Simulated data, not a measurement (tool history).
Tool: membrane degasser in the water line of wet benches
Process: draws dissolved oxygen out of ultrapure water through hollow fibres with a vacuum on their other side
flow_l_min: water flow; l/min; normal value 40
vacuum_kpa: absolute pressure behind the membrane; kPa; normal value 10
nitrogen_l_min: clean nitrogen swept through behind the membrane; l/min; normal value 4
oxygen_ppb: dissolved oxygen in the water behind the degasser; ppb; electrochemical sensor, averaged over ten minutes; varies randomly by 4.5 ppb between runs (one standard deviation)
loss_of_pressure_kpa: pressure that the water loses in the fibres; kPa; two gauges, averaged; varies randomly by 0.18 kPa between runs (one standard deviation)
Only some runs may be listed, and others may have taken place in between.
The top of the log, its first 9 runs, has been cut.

run,day,flow_l_min,vacuum_kpa,nitrogen_l_min,oxygen_ppb,loss_of_pressure_kpa
10,31.271,35,10,4,353.9,30.07
11,33.317,35,10,4,360.7,30.1
12,36.662,35,10,4,358.5,30.23
13,39.792,40,10,4,473,34.99
14,43.421,40,10,4,470.9,34.72
15,46.504,40,10,4,467.3,34.66
16,50.95,40,6.8,4,405,34.6
17,54.012,40,10,4,473.7,34.66
18,56.525,40,10,4,476.8,34.97
19,58.521,40,10,4,477.8,34.41
20,62.567,40,10,9.82,395,34.95
21,66.233,40,10,9.82,392.5,34.61
22,70.879,40,10,9.82,385.2,34.62
23,74.117,40,10,9.82,396.7,34.86
24,76.608,51,21.7,4,1049.7,44.62
25,79.808,40,10,3.04,511,35.23
26,81.875,40,10,3.04,522.6,34.64
27,86.429,40,15.3,1.74,868.2,35.01
28,90.479,40,15.3,1.74,871.5,35.13
29,93.288,30,10,8.58,198.7,26.23
30,96.2,26,7.5,5.73,135.2,22.56
31,99.612,26,7.5,5.73,133,22.67
32,103.975,26,7.5,5.73,136.7,22.7
33,106.679,35,12.8,4,421.3,30.42

Alternative continuations, all from the tool just after run 33; predict every row:
A,110.792,28,21.6,4,?,?
B,110.792,30,11.7,4,?,?
C,110.792,53,12,7.38,?,?

run,oxygen_ppb,loss_of_pressure_kpa
A,410.8,24.27
B,289.5,26.36
C,781.4,46.14
Take away the tool's hidden state, keep each run's random variation, and the runs would have read:
run,oxygen_ppb,loss_of_pressure_kpa
A,397,23.6
B,273.4,25.64
C,737,44.87
